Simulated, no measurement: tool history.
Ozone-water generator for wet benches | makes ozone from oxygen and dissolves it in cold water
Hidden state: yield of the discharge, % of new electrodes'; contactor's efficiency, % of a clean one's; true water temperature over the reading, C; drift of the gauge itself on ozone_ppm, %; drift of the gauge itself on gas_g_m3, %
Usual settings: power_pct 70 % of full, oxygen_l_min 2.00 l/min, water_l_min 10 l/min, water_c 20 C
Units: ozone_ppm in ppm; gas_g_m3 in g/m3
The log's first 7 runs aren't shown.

run    hour  power_pct  oxygen_l_min  water_l_min  water_c  hours of work since the electrodes were changed  hours of work since the contactor was cleaned  hours of work since the thermometer was calibrated  ozone_ppm  gas_g_m3
  8   527.6         70          2.00            8       14                                              774                                           2891                                                 774       32.1     269.5
  9   614.5         70          2.00            8       14                                              846                                           2963                                                 846       31.9     270.2
 10   652.6         70          2.00            8       14                                              878                                           2995                                                 878       32.2     267.9
 11   737.6         70          2.00            8       14                                              949                                           3066                                                 949       32.1     268.8
 12   807.9         70          2.00            8       14                                             1007                                           3124                                                1007       31.9     267.5
 13   847.5         70          3.28           10       20                                             1040                                           3157                                                1040       26.3     222.9
 14   932.1         51          3.28           10       20                                             1111                                           3228                                                1111       21.9     184.6
      937.9  -- water thermometer calibrated
 15   998.3         70          2.00           11       20                                             1165                                           3283                                                  50       22.5     265.4
 16  1057.0         70          2.00            9       20                                             1214                                           3332                                                  99       26.7     265.8
 17  1133.1         74          1.13           10       27                                             1278                                           3395                                                 163       19.9     342.9
 18  1185.7         98          2.00           10       22                                             1321                                           3439                                                 206       28.0     318.5
 19  1241.4         98          2.00           10       22                                             1368                                           3485                                                 253       28.3     319.1
 20  1287.9         98          2.00           10       22                                             1407                                           3524                                                 292       28.2     317.2
 21  1325.0         82          1.12           10       20                                             1438                                           3555                                                 322       22.5     363.7
 22  1363.9         76          1.64           10       20                                             1470                                           3587                                                 355       24.1     296.7
     1382.2  -- water thermometer calibrated, once more
 23  1407.3         76          1.64           10       20                                             1506                                           3623                                                  21       23.9     301.3
 24  1467.7         69          1.64           10       20                                             1556                                           3673                                                  71       23.0     283.8
 25  1548.6         64          2.72           10       20                                             1623                                           3741                                                 139       24.3     223.7
 26  1619.1         64          2.72           10       20                                             1682                                           3799                                                 197       24.2     221.4
 27  1698.2         75          1.74           12       16                                             1748                                           3865                                                 263       21.5     287.0
 28  1780.9         41          2.55           11       17                                             1817                                           3934                                                 332       18.3     180.0
 29  1854.1         78          2.20           10       20                                             1878                                           3995                                                 393       25.4     269.8
 30  1930.5         78          2.20           10       20                                             1941                                           4059                                                 457       25.8     267.3
 31  1967.9         60          2.67           10       20                                             1973                                           4090                                                 488       23.0     212.3
 32  2028.8         60          2.67           10       20                                             2023                                           4141                                                 539       22.8     214.6

4 ways to go on from here, each from the tool as it stands after run 32. What would each give?
  A  2071.9         43          2.67           10       25                                             2059                                           4177                                                 575          ?         ?
  B  2071.9         47          2.00            7       20                                             2059                                           4177                                                 575          ?         ?
  C  2071.9         73          2.67           10       20                                             2059                                           4177                                                 575          ?         ?
  D  2071.9         60          1.50           10       20                                             2059                                           4177                                                 575          ?         ?

run  ozone_ppm  gas_g_m3
  A       17.9     182.6
  B       25.2     211.7
  C       25.2     239.8
  D       20.3     266.4
Without the tool's hidden state the same runs would have given:
run  ozone_ppm  gas_g_m3
  A       19.6     191.3
  B       27.5     222.6
  C       28.2     256.1
  D       22.5     282.6
